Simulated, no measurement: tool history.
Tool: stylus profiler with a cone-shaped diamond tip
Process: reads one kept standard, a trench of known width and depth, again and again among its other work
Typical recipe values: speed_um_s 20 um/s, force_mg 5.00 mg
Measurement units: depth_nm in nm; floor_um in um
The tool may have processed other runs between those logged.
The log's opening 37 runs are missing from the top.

| run | day | speed_um_s | force_mg | depth_nm | floor_um |
|---|---|---|---|---|---|
| 38 | 91.571 | 32 | 1.92 | 202.47 | 17.89 |
| 39 | 94.825 | 38 | 3.06 | 203.46 | 17.84 |
| 40 | 97.596 | 23 | 7.69 | 206.25 | 17.94 |
|  | 98.288 | new tip fitted, height scale calibrated |
| 41 | 101.021 | 47 | 7.69 | 206.24 | 17.95 |
| 42 | 104.392 | 22 | 4.82 | 204.54 | 17.90 |
| 43 | 107.542 | 59 | 2.52 | 202.97 | 17.73 |
| 44 | 109.188 | 59 | 2.52 | 203.04 | 17.69 |
| 45 | 111.762 | 7 | 2.52 | 202.94 | 17.97 |
| 46 | 113.346 | 7 | 2.52 | 202.89 | 17.98 |
| 47 | 114.838 | 12 | 11.36 | 208.09 | 17.99 |

What if the next run were any one of these 3? Each begins from the tool's condition after run 47:
| A | 116.279 | 29 | 6.14 | ? | ? |
| B | 116.279 | 6 | 2.79 | ? | ? |
| C | 116.279 | 12 | 14.81 | ? | ? |

| run | depth_nm | floor_um |
|---|---|---|
| A | 205.39 | 17.95 |
| B | 203.17 | 18.03 |
| C | 209.71 | 17.99 |
Without the tool's unlogged condition, the same runs would have read:
| run | depth_nm | floor_um |
|---|---|---|
| A | 205.38 | 17.96 |
| B | 203.17 | 18.04 |
| C | 209.70 | 18.00 |
